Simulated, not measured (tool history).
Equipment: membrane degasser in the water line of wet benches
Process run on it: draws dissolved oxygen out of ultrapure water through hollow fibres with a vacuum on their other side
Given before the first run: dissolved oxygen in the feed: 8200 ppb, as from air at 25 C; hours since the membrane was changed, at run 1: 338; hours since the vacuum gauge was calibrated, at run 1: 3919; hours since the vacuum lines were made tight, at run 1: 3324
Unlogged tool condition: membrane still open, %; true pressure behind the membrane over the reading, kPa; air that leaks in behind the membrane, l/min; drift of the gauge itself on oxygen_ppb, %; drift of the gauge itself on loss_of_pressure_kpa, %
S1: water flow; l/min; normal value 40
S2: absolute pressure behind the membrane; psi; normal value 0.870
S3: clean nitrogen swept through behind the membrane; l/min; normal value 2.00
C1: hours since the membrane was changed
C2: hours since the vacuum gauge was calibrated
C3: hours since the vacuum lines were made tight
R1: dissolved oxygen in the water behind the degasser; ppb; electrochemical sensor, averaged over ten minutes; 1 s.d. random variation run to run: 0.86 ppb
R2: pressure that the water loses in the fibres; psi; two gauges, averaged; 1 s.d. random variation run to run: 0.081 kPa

| run | hour | S1 | S2 | S3 | C1 | C2 | C3 | R1 | R2 |
|---|---|---|---|---|---|---|---|---|---|
| 1 | 0.0 | 40 | 0.870 | 2.00 | 338 | 3919 | 3324 | 154.0 | 4.609 |
| 2 | 59.2 | 40 | 0.670 | 2.00 | 397 | 3979 | 3383 | 95.1 | 4.624 |
| 3 | 95.1 | 41 | 0.870 | 2.00 | 433 | 4014 | 3419 | 159.5 | 4.715 |
| 4 | 120.5 | 40 | 0.870 | 2.00 | 459 | 4040 | 3444 | 154.6 | 4.625 |
| 5 | 168.3 | 40 | 0.870 | 1.13 | 507 | 4088 | 3492 | 241.0 | 4.606 |
| 6 | 200.1 | 40 | 0.870 | 1.13 | 538 | 4120 | 3524 | 238.6 | 4.615 |
| 7 | 252.9 | 40 | 1.735 | 1.13 | 591 | 4172 | 3577 | 637.2 | 4.617 |
| 8 | 290.2 | 40 | 1.735 | 1.13 | 628 | 4210 | 3614 | 630.8 | 4.635 |
| 9 | 326.0 | 40 | 0.870 | 1.26 | 664 | 4245 | 3650 | 223.1 | 4.615 |
| 10 | 382.2 | 40 | 0.870 | 1.26 | 720 | 4302 | 3706 | 222.7 | 4.628 |
| 11 | 429.3 | 40 | 1.459 | 1.26 | 768 | 4349 | 3753 | 475.2 | 4.622 |
| 12 | 476.7 | 46 | 1.459 | 1.26 | 815 | 4396 | 3801 | 532.6 | 5.330 |
| 13 | 527.4 | 46 | 1.459 | 1.26 | 866 | 4447 | 3851 | 532.2 | 5.308 |
| 14 | 570.3 | 40 | 0.870 | 0.91 | 909 | 4490 | 3894 | 281.8 | 4.651 |
| 15 | 605.1 | 40 | 0.870 | 0.91 | 943 | 4524 | 3929 | 282.0 | 4.627 |
| 16 | 642.3 | 40 | 0.795 | 2.00 | 981 | 4562 | 3966 | 134.0 | 4.630 |
| 17 | 698.5 | 38 | 0.853 | 2.00 | 1037 | 4618 | 4022 | 144.8 | 4.421 |

Predict the results of run 18:
| 18 | 747.3 | 40 | 1.318 | 1.13 | 1086 | 4667 | 4071 | ? | ? |

{"run 18": {"R1": 455.3, "R2": 4.605}}
Were there no unlogged condition in the tool, this run, its random variation unchanged, would have produced R1 429.5 ppb, R2 4.570 psi.
